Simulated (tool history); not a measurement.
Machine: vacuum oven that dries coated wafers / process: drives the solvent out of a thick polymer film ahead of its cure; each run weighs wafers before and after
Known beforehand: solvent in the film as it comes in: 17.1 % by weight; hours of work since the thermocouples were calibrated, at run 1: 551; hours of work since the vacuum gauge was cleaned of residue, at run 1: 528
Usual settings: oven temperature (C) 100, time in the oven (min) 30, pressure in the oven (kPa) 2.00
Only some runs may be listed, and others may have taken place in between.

| run | hour | oven temperature (C) | time in the oven (min) | pressure in the oven (kPa) | hours of work since the thermocouples were calibrated | hours of work since the vacuum gauge was cleaned of residue | solvent left in the film (%) |
|---|---|---|---|---|---|---|---|
| 1 | 0.0 | 100 | 30 | 2.00 | 551 | 528 | 2.60 |
| 2 | 38.2 | 100 | 30 | 2.00 | 577 | 554 | 2.61 |
| 3 | 58.3 | 100 | 30 | 2.00 | 591 | 568 | 2.66 |
| 4 | 87.7 | 100 | 30 | 2.00 | 611 | 588 | 2.70 |
|  | 96.5 | oven's thermocouples calibrated |
| 5 | 122.7 | 100 | 30 | 2.00 | 18 | 611 | 2.59 |
| 6 | 157.8 | 100 | 30 | 2.00 | 42 | 635 | 2.51 |
| 7 | 179.3 | 100 | 38 | 2.00 | 57 | 649 | 2.32 |
| 8 | 199.5 | 97 | 30 | 2.00 | 71 | 663 | 3.18 |
| 9 | 237.1 | 97 | 30 | 2.00 | 96 | 689 | 3.28 |
| 10 | 254.3 | 97 | 30 | 2.00 | 108 | 701 | 3.22 |
| 11 | 285.7 | 95 | 37 | 5.68 | 130 | 722 | 7.19 |
| 12 | 303.1 | 95 | 37 | 5.68 | 142 | 734 | 7.14 |
| 13 | 334.6 | 95 | 37 | 5.68 | 163 | 756 | 7.20 |
| 14 | 357.6 | 95 | 37 | 5.68 | 179 | 772 | 7.24 |
| 15 | 393.5 | 95 | 37 | 5.68 | 204 | 796 | 7.00 |
| 16 | 421.4 | 111 | 22 | 2.52 | 223 | 815 | 2.02 |
| 17 | 448.0 | 94 | 31 | 2.00 | 241 | 834 | 3.81 |
| 18 | 467.4 | 94 | 31 | 2.00 | 254 | 847 | 3.83 |
| 19 | 493.9 | 94 | 23 | 3.56 | 272 | 865 | 6.18 |
| 20 | 523.3 | 103 | 27 | 2.00 | 292 | 885 | 2.42 |

Here are 3 independent what-if runs from the current tool condition. What would each one return?
| A | 542.4 | 106 | 21 | 3.43 | 306 | 898 | ? |
| B | 542.4 | 89 | 28 | 7.20 | 306 | 898 | ? |
| C | 542.4 | 100 | 25 | 2.00 | 306 | 898 | ? |

| run | solvent left in the film (%) |
|---|---|
| A | 3.43 |
| B | 11.50 |
| C | 3.15 |
Take away the tool's hidden state, keep each run's random variation, and the runs would have read:
| run | solvent left in the film (%) |
|---|---|
| A | 3.26 |
| B | 11.31 |
| C | 2.92 |
